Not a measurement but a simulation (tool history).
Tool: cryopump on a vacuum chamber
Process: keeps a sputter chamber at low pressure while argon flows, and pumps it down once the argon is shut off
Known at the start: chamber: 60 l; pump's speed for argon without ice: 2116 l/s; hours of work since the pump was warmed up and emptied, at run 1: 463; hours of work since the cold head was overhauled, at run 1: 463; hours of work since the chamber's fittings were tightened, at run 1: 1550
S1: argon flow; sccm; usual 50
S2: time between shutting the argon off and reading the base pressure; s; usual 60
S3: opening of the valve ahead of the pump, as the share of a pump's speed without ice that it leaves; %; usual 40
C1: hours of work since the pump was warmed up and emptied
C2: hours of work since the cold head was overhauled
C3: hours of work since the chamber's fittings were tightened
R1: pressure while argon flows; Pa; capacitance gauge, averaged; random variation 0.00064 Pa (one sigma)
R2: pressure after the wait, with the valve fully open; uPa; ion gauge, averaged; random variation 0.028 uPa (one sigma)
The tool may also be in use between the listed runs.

| run | day | S1 | S2 | S3 | C1 | C2 | C3 | R1 | R2 |
|---|---|---|---|---|---|---|---|---|---|
| 1 | 0 | 50 | 60 | 40 | 463 | 463 | 1550 | 0.1047 | 2.47 |
| 2 | 1.479 | 50 | 26 | 40 | 488 | 488 | 1574 | 0.1051 | 4.1 |
| 3 | 2.592 | 50 | 26 | 40 | 506 | 506 | 1593 | 0.1051 | 4.03 |
| 4 | 3.388 | 50 | 117 | 40 | 519 | 519 | 1606 | 0.1056 | 1.88 |
| 5 | 4.954 | 50 | 117 | 40 | 545 | 545 | 1631 | 0.1055 | 1.98 |
| 6 | 6.317 | 50 | 117 | 29 | 567 | 567 | 1654 | 0.1434 | 1.98 |
| 7 | 7.912 | 50 | 60 | 40 | 594 | 594 | 1680 | 0.1062 | 2.54 |
| 8 | 8.671 | 50 | 205 | 40 | 606 | 606 | 1693 | 0.1066 | 1.73 |
| 9 | 10.196 | 50 | 205 | 40 | 631 | 631 | 1718 | 0.1073 | 1.78 |
| 10 | 10.983 | 50 | 205 | 40 | 644 | 644 | 1731 | 0.1064 | 1.78 |
| 11 | 11.767 | 50 | 205 | 40 | 657 | 657 | 1744 | 0.1062 | 1.82 |
| 12 | 12.804 | 50 | 205 | 40 | 674 | 674 | 1761 | 0.1074 | 1.83 |
| 13 | 13.592 | 50 | 205 | 40 | 687 | 687 | 1774 | 0.1055 | 1.79 |
| 14 | 14.675 | 50 | 205 | 40 | 705 | 705 | 1791 | 0.1066 | 1.91 |
| 15 | 15.538 | 50 | 205 | 40 | 719 | 719 | 1806 | 0.1091 | 1.96 |
| 16 | 17.079 | 50 | 205 | 40 | 745 | 745 | 1831 | 0.1095 | 1.93 |
| 17 | 18.079 | 33 | 60 | 40 | 761 | 761 | 1848 | 0.0722 | 2.81 |
|  | 19.592 | pump warmed up, emptied and cooled again |
| 18 | 19.746 | 33 | 60 | 40 | 3 | 785 | 1872 | 0.0665 | 2.51 |
| 19 | 20.712 | 33 | 60 | 40 | 18 | 801 | 1888 | 0.0656 | 2.59 |
| 20 | 21.667 | 24 | 51 | 56 | 34 | 817 | 1903 | 0.0352 | 2.89 |
| 21 | 22.442 | 37 | 100 | 24 | 47 | 829 | 1916 | 0.1244 | 2.09 |
| 22 | 23.733 | 37 | 100 | 24 | 68 | 851 | 1937 | 0.1239 | 2.17 |
| 23 | 25.038 | 37 | 100 | 24 | 90 | 872 | 1959 | 0.1231 | 2.23 |
| 24 | 26.175 | 37 | 29 | 24 | 108 | 891 | 1977 | 0.1245 | 3.85 |
| 25 | 27.012 | 21 | 60 | 40 | 122 | 905 | 1991 | 0.0438 | 2.62 |
| 26 | 27.8 | 21 | 60 | 40 | 135 | 918 | 2004 | 0.0431 | 2.69 |
| 27 | 29.429 | 21 | 254 | 51 | 162 | 945 | 2031 | 0.0341 | 1.77 |
| 28 | 30.596 | 81 | 60 | 16 | 181 | 964 | 2050 | 0.4075 | 2.69 |
| 29 | 31.642 | 81 | 60 | 16 | 198 | 981 | 2068 | 0.406 | 2.76 |
| 30 | 32.479 | 96 | 51 | 16 | 212 | 995 | 2081 | 0.4837 | 2.93 |
| 31 | 33.975 | 97 | 35 | 29 | 237 | 1019 | 2106 | 0.2723 | 3.61 |
| 32 | 34.979 | 97 | 35 | 29 | 253 | 1036 | 2123 | 0.2732 | 3.62 |
| 33 | 35.704 | 50 | 30 | 17 | 265 | 1048 | 2134 | 0.2389 | 4.05 |
| 34 | 36.579 | 59 | 68 | 52 | 280 | 1062 | 2149 | 0.0954 | 2.69 |

The same runs without the tool's hidden state, with the same run-to-run variation:
The hidden state here: pump's speed, % of a pump's without ice; cold plate's temperature, K; leak into the chamber, uPa l/s; drift of the gauge itself on working_pa, %; drift of the gauge itself on base_upa, %.
| run | R1 | R2 |
|---|---|---|
| 1 | 0.0999 | 1.33 |
| 2 | 0.1 | 2.9 |
| 3 | 0.0998 | 2.83 |
| 4 | 0.1002 | 0.71 |
| 5 | 0.0997 | 0.75 |
| 6 | 0.1373 | 0.73 |
| 7 | 0.0999 | 1.28 |
| 8 | 0.1001 | 0.48 |
| 9 | 0.1005 | 0.47 |
| 10 | 0.0994 | 0.46 |
| 11 | 0.0992 | 0.48 |
| 12 | 0.1001 | 0.46 |
| 13 | 0.098 | 0.44 |
| 14 | 0.0989 | 0.48 |
| 15 | 0.1012 | 0.51 |
| 16 | 0.1012 | 0.46 |
| 17 | 0.0666 | 1.33 |
| 18 | 0.066 | 1.3 |
| 19 | 0.065 | 1.33 |
| 20 | 0.0347 | 1.58 |
| 21 | 0.1235 | 0.84 |
| 22 | 0.1229 | 0.87 |
| 23 | 0.122 | 0.9 |
| 24 | 0.1232 | 2.53 |
| 25 | 0.043 | 1.29 |
| 26 | 0.0422 | 1.32 |
| 27 | 0.0331 | 0.41 |
| 28 | 0.4035 | 1.27 |
| 29 | 0.4018 | 1.32 |
| 30 | 0.4785 | 1.5 |
| 31 | 0.2664 | 2.13 |
| 32 | 0.267 | 2.13 |
| 33 | 0.2356 | 2.54 |
| 34 | 0.0912 | 1.16 |
